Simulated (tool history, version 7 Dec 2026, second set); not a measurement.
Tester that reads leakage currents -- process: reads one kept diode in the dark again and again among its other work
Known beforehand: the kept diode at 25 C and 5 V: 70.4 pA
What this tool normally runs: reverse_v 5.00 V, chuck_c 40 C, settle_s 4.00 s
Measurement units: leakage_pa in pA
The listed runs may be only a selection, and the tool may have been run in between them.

run    hour  reverse_v  chuck_c  settle_s  leakage_pa
  1     0.0       5.00       40      4.00      228.16
  2    44.4      11.44       40      4.00      358.75
  3    97.5       5.00       40      1.11      230.66
  4   128.5       5.00       40      1.11      230.38
  5   184.4       5.00       27      4.00       82.95
  6   234.3       5.00       27      4.00       82.12
  7   292.7       5.00       40      0.53      231.99
  8   353.5       5.00       28      4.00       89.52
  9   401.5       5.00       28      4.00       89.47
 10   443.5       5.00       31      4.00      113.63
 11   483.6       5.00       31      4.00      113.74
 12   531.9       5.00       31      4.00      112.87
 13   592.2       5.00       31      4.00      112.73
 14   621.8       5.00       31      4.00      113.50
 15   661.4       5.00       31      9.46      113.39
      667.8  -- tester calibrated
 16   701.7       5.00       40      7.81      227.23
 17   756.6       5.00       40      7.81      226.82
 18   810.3       5.00       40      6.73      227.71
      816.4  -- tester calibrated, once more
 19   873.3       5.00       40      6.73      225.14
 20   910.0       5.00       37      4.00      179.68
 21   956.2       2.84       30      4.00       76.62
 22   985.1       9.27       53      1.96      808.82
 23  1011.2       9.27       53      1.96      810.44
 24  1067.4       5.00       29      4.00       96.14
 25  1106.4       3.85       20      0.46       42.01
 26  1148.7       3.85       20      1.35       40.28
 27  1208.3       3.85       20      1.35       40.52
 28  1271.1       5.00       38      1.13      194.06
 29  1330.9       5.00       37      0.99      181.13
 30  1357.3       5.65       40      3.73      241.01
 31  1385.3       1.76       40      0.60      128.49
 32  1411.2       2.23       32      6.50       78.40
 33  1471.4       3.51       40      4.00      186.23
 34  1498.3       3.51       40      4.00      186.10
 35  1526.9       3.78       47      0.85      324.99
 36  1574.7       2.25       33      0.76       85.57
 37  1612.7       3.00       37      4.20      135.66
 38  1638.3      13.52       25      2.81      119.51
 39  1668.1      13.52       25      2.81      119.73

Branching from run 39: 5 alternative next runs. What would each branch give?
  A  1726.5       5.00       40      9.70           ?
  B  1726.5       6.06       40      2.02           ?
  C  1726.5       8.21       55      7.13           ?
  D  1726.5       1.03       40      4.00           ?
  E  1726.5      18.46       43      4.01           ?

run  leakage_pa
  A      222.89
  B      248.50
  C      860.11
  D       95.64
  E      567.47
The same runs, with their run-to-run variation unchanged, on a tool lacking any hidden condition would have given:
run  leakage_pa
  A      231.37
  B      257.80
  C      892.04
  D       99.55
  E      587.08
